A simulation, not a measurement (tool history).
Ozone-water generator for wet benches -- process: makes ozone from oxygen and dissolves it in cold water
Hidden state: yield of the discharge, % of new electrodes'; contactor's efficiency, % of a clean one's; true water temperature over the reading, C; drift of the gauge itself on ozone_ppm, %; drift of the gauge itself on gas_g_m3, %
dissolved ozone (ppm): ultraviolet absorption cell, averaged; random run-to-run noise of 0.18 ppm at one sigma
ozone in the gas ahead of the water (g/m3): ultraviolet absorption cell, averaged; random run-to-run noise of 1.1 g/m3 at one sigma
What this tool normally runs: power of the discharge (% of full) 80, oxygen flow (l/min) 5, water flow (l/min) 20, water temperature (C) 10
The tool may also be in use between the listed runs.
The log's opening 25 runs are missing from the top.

run	hour	power of the discharge (% of full)	oxygen flow (l/min)	water flow (l/min)	water temperature (C)	hours of work since the electrodes were changed	hours of work since the contactor was cleaned	hours of work since the thermometer was calibrated	dissolved ozone (ppm)	ozone in the gas ahead of the water (g/m3)
26	846.7	84	5	20	10	739	4418	3447	24.5	194.2
27	873.3	74	5	20	17	757	4436	3465	21.4	182.3
28	921.2	45	6.1	20	17	789	4468	3497	17	132.3
29	944	68	5.81	20	9	804	4483	3512	23.2	165.1
30	982.9	68	5.81	20	9	830	4509	3538	23.2	165.1
31	1028.6	68	5.81	20	9	861	4540	3568	23.2	164.1
32	1057.9	94	5.81	13	5	881	4559	3588	40.7	195.1
33	1103.7	42	4.04	27	10	911	4590	3619	12	148.4

Forecast each of these 4 alternatives for the next run:
A	1130.3	80	5	28	10	929	4608	3636	?	?
B	1130.3	80	4.04	20	11	929	4608	3636	?	?
C	1130.3	69	5.82	24	10	929	4608	3636	?	?
D	1130.3	54	4.04	27	10	929	4608	3636	?	?

run	dissolved ozone (ppm)	ozone in the gas ahead of the water (g/m3)
A	17.3	190.1
B	22.5	205.2
C	19.6	165.6
D	13.6	169
The same runs, with their run-to-run variation unchanged, on a tool lacking any hidden condition would have given:
run	dissolved ozone (ppm)	ozone in the gas ahead of the water (g/m3)
A	17.3	185.4
B	22.5	200.2
C	19.6	161.5
D	13.6	164.8
